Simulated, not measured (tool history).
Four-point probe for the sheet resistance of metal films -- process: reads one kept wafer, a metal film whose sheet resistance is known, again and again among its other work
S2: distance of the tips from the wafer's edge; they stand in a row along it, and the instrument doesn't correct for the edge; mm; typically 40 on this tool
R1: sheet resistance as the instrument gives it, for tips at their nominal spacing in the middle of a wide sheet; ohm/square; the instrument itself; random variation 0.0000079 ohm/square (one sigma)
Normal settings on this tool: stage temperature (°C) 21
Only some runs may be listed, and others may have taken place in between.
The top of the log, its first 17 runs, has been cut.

Run 18, hour 864.6: usual settings but stage temperature (°C) 19. Result: R1 0.039366 ohm/square.
Run 19, hour 918.6: usual settings but stage temperature (°C) 19, S2 4 mm. Result: R1 0.041351 ohm/square.
At hour 931.5: new probe head fitted.
Run 20, hour 957.1: usual settings but stage temperature (°C) 27, S2 9 mm. Result: R1 0.039837 ohm/square.
Run 21, hour 989.8: usual settings but stage temperature (°C) 27, S2 9 mm. Result: R1 0.039859 ohm/square.
Run 22, hour 1045.7: usual settings but stage temperature (°C) 28, S2 14 mm. Result: R1 0.039565 ohm/square.
Run 23, hour 1089.7: usual settings but stage temperature (°C) 28, S2 14 mm. Result: R1 0.039537 ohm/square.
Run 24, hour 1151.9: usual settings but stage temperature (°C) 23, S2 8 mm. Result: R1 0.040052 ohm/square.
Run 25, hour 1209.8: usual settings but S2 20 mm. Result: R1 0.039655 ohm/square.
Run 26, hour 1275.2: usual settings but S2 20 mm. Result: R1 0.039642 ohm/square.
Run 27, hour 1335.2: usual settings but stage temperature (°C) 34, S2 15 mm. Result: R1 0.039339 ohm/square.
Run 28, hour 1378.4: usual settings but stage temperature (°C) 27, S2 8 mm. Result: R1 0.039906 ohm/square.
Run 29, hour 1418.9: usual settings but stage temperature (°C) 30, S2 47 mm. Result: R1 0.03931 ohm/square.
Run 30, hour 1480.8: usual settings but stage temperature (°C) 30, S2 47 mm. Result: R1 0.039273 ohm/square.
Run 31, hour 1523.9: usual settings but stage temperature (°C) 23, S2 20 mm. Result: R1 0.039561 ohm/square.
Run 32, hour 1561.7: usual settings but stage temperature (°C) 27, S2 20 mm. Result: R1 0.039438 ohm/square.
Run 33, hour 1609.4: usual settings but stage temperature (°C) 22. Result: R1 0.039514 ohm/square.
Run 34, hour 1672.1: usual settings but stage temperature (°C) 19, S2 25 mm. Result: R1 0.039625 ohm/square.

5 ways to go on from here, each from the tool as it stands after run 34. What would each give?
Run A, hour 1721.9: usual settings but stage temperature (°C) 19. Result: R1 ?.
Run B, hour 1721.9: usual settings but stage temperature (°C) 31, S2 58 mm. Result: R1 ?.
Run C, hour 1721.9: usual settings but stage temperature (°C) 27. Result: R1 ?.
Run D, hour 1721.9: usual settings but stage temperature (°C) 27, S2 35 mm. Result: R1 ?.
Run E, hour 1721.9: usual settings but stage temperature (°C) 23, S2 27 mm. Result: R1 ?.

run        R1
  A  0.039612
  B  0.039231
  C  0.039349
  D  0.039371
  E  0.039486
Had the tool no hidden state, the same runs would have come out as:
run        R1
  A  0.039768
  B  0.039383
  C  0.039502
  D  0.039524
  E  0.039641

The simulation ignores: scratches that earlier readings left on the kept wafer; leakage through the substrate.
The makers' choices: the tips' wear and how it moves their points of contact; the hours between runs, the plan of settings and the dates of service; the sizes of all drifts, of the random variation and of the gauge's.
